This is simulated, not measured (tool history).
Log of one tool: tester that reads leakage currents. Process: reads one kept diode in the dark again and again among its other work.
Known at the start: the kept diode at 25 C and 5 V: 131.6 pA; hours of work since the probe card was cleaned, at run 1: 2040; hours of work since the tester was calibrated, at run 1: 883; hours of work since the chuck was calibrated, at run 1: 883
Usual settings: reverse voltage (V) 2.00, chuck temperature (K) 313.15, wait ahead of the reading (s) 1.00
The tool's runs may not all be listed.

| run | hour | reverse voltage (V) | chuck temperature (K) | wait ahead of the reading (s) | hours of work since the probe card was cleaned | hours of work since the tester was calibrated | hours of work since the chuck was calibrated | current that the tester gives (pA) |
|---|---|---|---|---|---|---|---|---|
| 1 | 0.0 | 2.00 | 313.15 | 1.00 | 2040 | 883 | 883 | 307.51 |
| 2 | 35.1 | 2.00 | 313.15 | 1.00 | 2063 | 906 | 906 | 307.31 |
| 3 | 81.6 | 2.00 | 313.15 | 1.00 | 2094 | 936 | 936 | 307.24 |
|  | 88.6 | chuck's temperature calibrated |
| 4 | 126.5 | 2.00 | 321.15 | 1.00 | 2122 | 964 | 25 | 523.15 |
| 5 | 156.1 | 2.00 | 321.15 | 1.00 | 2141 | 984 | 44 | 525.83 |
| 6 | 208.5 | 11.40 | 321.15 | 1.00 | 2176 | 1018 | 79 | 1017.30 |
| 7 | 245.6 | 11.40 | 321.15 | 1.00 | 2200 | 1043 | 103 | 1024.94 |
| 8 | 291.8 | 2.00 | 313.15 | 4.77 | 2230 | 1073 | 133 | 299.92 |
| 9 | 338.8 | 2.00 | 328.15 | 1.00 | 2261 | 1104 | 164 | 845.89 |
| 10 | 370.2 | 3.62 | 313.15 | 1.00 | 2282 | 1124 | 185 | 377.69 |
|  | 420.2 | probe card cleaned and baked |
| 11 | 433.3 | 3.62 | 313.15 | 1.00 | 9 | 1164 | 224 | 374.49 |
| 12 | 482.9 | 1.56 | 313.15 | 1.00 | 41 | 1196 | 257 | 272.43 |
| 13 | 537.5 | 2.00 | 313.15 | 1.00 | 77 | 1232 | 293 | 300.45 |
| 14 | 588.7 | 2.00 | 313.15 | 1.00 | 111 | 1266 | 326 | 300.37 |
| 15 | 632.2 | 3.10 | 313.15 | 1.00 | 139 | 1294 | 355 | 356.20 |
| 16 | 672.4 | 2.05 | 313.15 | 1.00 | 166 | 1321 | 381 | 304.84 |
| 17 | 731.7 | 2.05 | 313.15 | 1.00 | 205 | 1360 | 420 | 303.99 |
| 18 | 757.1 | 2.05 | 313.15 | 1.00 | 221 | 1377 | 437 | 305.85 |
| 19 | 782.7 | 2.05 | 313.15 | 1.00 | 238 | 1393 | 454 | 306.76 |
| 20 | 817.8 | 2.00 | 294.15 | 5.21 | 261 | 1416 | 477 | 70.20 |
| 21 | 856.2 | 3.78 | 326.15 | 1.00 | 286 | 1442 | 502 | 954.20 |
| 22 | 898.1 | 2.32 | 310.15 | 1.00 | 314 | 1469 | 530 | 257.38 |
| 23 | 948.3 | 1.50 | 313.15 | 9.43 | 347 | 1502 | 563 | 274.50 |
| 24 | 990.0 | 2.00 | 313.15 | 1.74 | 374 | 1530 | 590 | 304.54 |
| 25 | 1051.8 | 2.00 | 313.15 | 1.74 | 415 | 1570 | 631 | 305.75 |
| 26 | 1091.9 | 1.12 | 297.15 | 0.72 | 441 | 1596 | 657 | 72.33 |
| 27 | 1122.2 | 9.80 | 309.15 | 3.49 | 461 | 1616 | 677 | 417.57 |
| 28 | 1159.4 | 9.80 | 296.15 | 3.49 | 486 | 1641 | 701 | 153.61 |
| 29 | 1199.9 | 18.74 | 306.15 | 5.65 | 512 | 1667 | 728 | 427.99 |
| 30 | 1237.4 | 18.74 | 306.15 | 5.65 | 537 | 1692 | 753 | 429.58 |
| 31 | 1287.5 | 18.74 | 306.15 | 5.65 | 570 | 1725 | 785 | 429.55 |
| 32 | 1338.4 | 5.07 | 315.15 | 1.69 | 603 | 1758 | 819 | 506.87 |
| 33 | 1368.7 | 18.15 | 304.15 | 2.27 | 623 | 1778 | 839 | 366.51 |
| 34 | 1429.8 | 1.79 | 307.15 | 1.00 | 663 | 1818 | 879 | 190.86 |
| 35 | 1479.8 | 10.10 | 308.15 | 1.11 | 696 | 1851 | 912 | 399.08 |
| 36 | 1514.2 | 10.10 | 308.15 | 1.11 | 719 | 1874 | 934 | 397.86 |
|  | 1528.4 | chuck's temperature calibrated |
| 37 | 1553.4 | 19.82 | 308.15 | 0.34 | 743 | 1898 | 16 | 497.17 |
| 38 | 1588.4 | 19.82 | 308.15 | 0.34 | 766 | 1921 | 39 | 498.99 |

Hidden state or all else? Some run-to-run changes of current that the tester gives (pA), split into what the settings, what came in and random variation would give without the hidden state, and what is left for the hidden state (with any gauge scatter that isn't in both results):
The hidden state here: stray current of the dirty probe card, pA a volt; current scale over the true one, %; true chuck temperature over the reading, C; drift of the gauge itself on leakage_pa, %.
Run 7 -> 8: reverse voltage (V) 11.40 -> 2.00, chuck temperature (K) 321.15 -> 313.15, wait ahead of the reading (s) 1.00 -> 4.77. current that the tester gives (pA) -725.02: hidden state -17.63, all else -707.39.
Run 20 -> 21: reverse voltage (V) 2.00 -> 3.78, chuck temperature (K) 294.15 -> 326.15, wait ahead of the reading (s) 5.21 -> 1.00. current that the tester gives (pA) +884.00: hidden state +26.53, all else +857.47.
Run 21 -> 22: reverse voltage (V) 3.78 -> 2.32, chuck temperature (K) 326.15 -> 310.15. current that the tester gives (pA) -696.82: hidden state -20.10, all else -676.72.
